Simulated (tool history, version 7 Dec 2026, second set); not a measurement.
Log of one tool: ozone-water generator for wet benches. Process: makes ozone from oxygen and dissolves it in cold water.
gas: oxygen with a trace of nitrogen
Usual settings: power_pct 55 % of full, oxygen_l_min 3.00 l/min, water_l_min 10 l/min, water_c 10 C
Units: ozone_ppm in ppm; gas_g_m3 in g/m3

{"run": 1, "hour": 0.0, "power_pct": 55, "oxygen_l_min": 3.0, "water_l_min": 10, "water_c": 10, "ozone_ppm": 19.2, "gas_g_m3": 181.2}
{"run": 2, "hour": 174.1, "power_pct": 55, "oxygen_l_min": 3.0, "water_l_min": 10, "water_c": 10, "ozone_ppm": 19.3, "gas_g_m3": 180.6}
{"run": 3, "hour": 327.5, "power_pct": 55, "oxygen_l_min": 3.0, "water_l_min": 10, "water_c": 10, "ozone_ppm": 19.4, "gas_g_m3": 180.6}
{"run": 4, "hour": 492.0, "power_pct": 55, "oxygen_l_min": 3.0, "water_l_min": 10, "water_c": 10, "ozone_ppm": 19.3, "gas_g_m3": 177.3}
{"run": 5, "hour": 637.7, "power_pct": 55, "oxygen_l_min": 3.0, "water_l_min": 10, "water_c": 10, "ozone_ppm": 19.3, "gas_g_m3": 180.4}
{"run": 6, "hour": 835.9, "power_pct": 55, "oxygen_l_min": 1.5, "water_l_min": 10, "water_c": 10, "ozone_ppm": 15.6, "gas_g_m3": 232.7}
{"run": 7, "hour": 990.5, "power_pct": 75, "oxygen_l_min": 3.0, "water_l_min": 10, "water_c": 10, "ozone_ppm": 23.0, "gas_g_m3": 214.2}
{"run": 8, "hour": 1112.1, "power_pct": 75, "oxygen_l_min": 3.9, "water_l_min": 10, "water_c": 10, "ozone_ppm": 23.8, "gas_g_m3": 193.0}

Forecast run 9:
{"run": 9, "hour": 1309.6, "power_pct": 75, "oxygen_l_min": 2.21, "water_l_min": 6, "water_c": 9, "ozone_ppm": "?", "gas_g_m3": "?"}

ozone_ppm: 33.7 ppm
gas_g_m3: 238.8 g/m3
Without the tool's hidden state the same run would have given ozone_ppm 33.8 ppm, gas_g_m3 241.1 g/m3.
